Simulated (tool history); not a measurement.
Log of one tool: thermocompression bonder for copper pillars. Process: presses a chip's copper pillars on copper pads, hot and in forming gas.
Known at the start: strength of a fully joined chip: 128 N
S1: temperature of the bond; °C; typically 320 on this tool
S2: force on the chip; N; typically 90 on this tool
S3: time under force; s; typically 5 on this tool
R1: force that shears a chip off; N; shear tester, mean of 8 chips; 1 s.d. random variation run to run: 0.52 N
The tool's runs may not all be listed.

run 1 hour=0.0 | S1=320 S2=90 S3=5 | R1=79.4
run 2 hour=61.9 | S1=320 S2=90 S3=5 | R1=78.4
run 3 hour=109.8 | S1=324 S2=90 S3=5 | R1=80.0
run 4 hour=162.7 | S1=324 S2=90 S3=5 | R1=79.3
-- hour=194.5 forming gas filter changed
run 5 hour=232.5 | S1=324 S2=90 S3=5 | R1=84.1
run 6 hour=317.4 | S1=320 S2=116 S3=5 | R1=92.7
run 7 hour=369.6 | S1=320 S2=116 S3=5 | R1=92.0
run 8 hour=435.7 | S1=320 S2=116 S3=5 | R1=90.8
run 9 hour=472.0 | S1=320 S2=116 S3=5 | R1=89.5
-- hour=497.0 forming gas filter changed
run 10 hour=541.8 | S1=320 S2=116 S3=5 | R1=94.6
run 11 hour=577.6 | S1=320 S2=90 S3=5 | R1=79.6
run 12 hour=620.3 | S1=348 S2=77 S3=3 | R1=80.2
run 13 hour=660.2 | S1=348 S2=77 S3=3 | R1=79.3
run 14 hour=742.1 | S1=328 S2=77 S3=4 | R1=70.4
-- hour=795.6 forming gas filter changed
run 15 hour=813.4 | S1=323 S2=120 S3=3 | R1=88.5
run 16 hour=871.5 | S1=323 S2=120 S3=3 | R1=86.9
run 17 hour=949.0 | S1=323 S2=120 S3=3 | R1=85.3
run 18 hour=1003.7 | S1=323 S2=120 S3=3 | R1=84.6
run 19 hour=1063.9 | S1=323 S2=120 S3=3 | R1=83.2
-- hour=1098.6 forming gas filter changed
run 20 hour=1140.9 | S1=292 S2=124 S3=5 | R1=73.5
run 21 hour=1215.1 | S1=331 S2=83 S3=4 | R1=78.2
run 22 hour=1292.6 | S1=320 S2=74 S3=12 | R1=85.9

Forecast each of these 3 alternatives for the next run:
-- hour=1329.6 force cell calibrated
run A hour=1361.6 | S1=333 S2=78 S3=4 | R1=?
-- hour=1329.6 force cell calibrated
run B hour=1361.6 | S1=341 S2=80 S3=4 | R1=?
-- hour=1329.6 force cell calibrated
run C hour=1361.6 | S1=342 S2=64 S3=10 | R1=?

run=A R1=71.1
run=B R1=79.5
run=C R1=88.0
Stripped of hidden state, with their random variation kept, the same runs would have yielded:
run=A R1=79.6
run=B R1=88.5
run=C R1=97.2
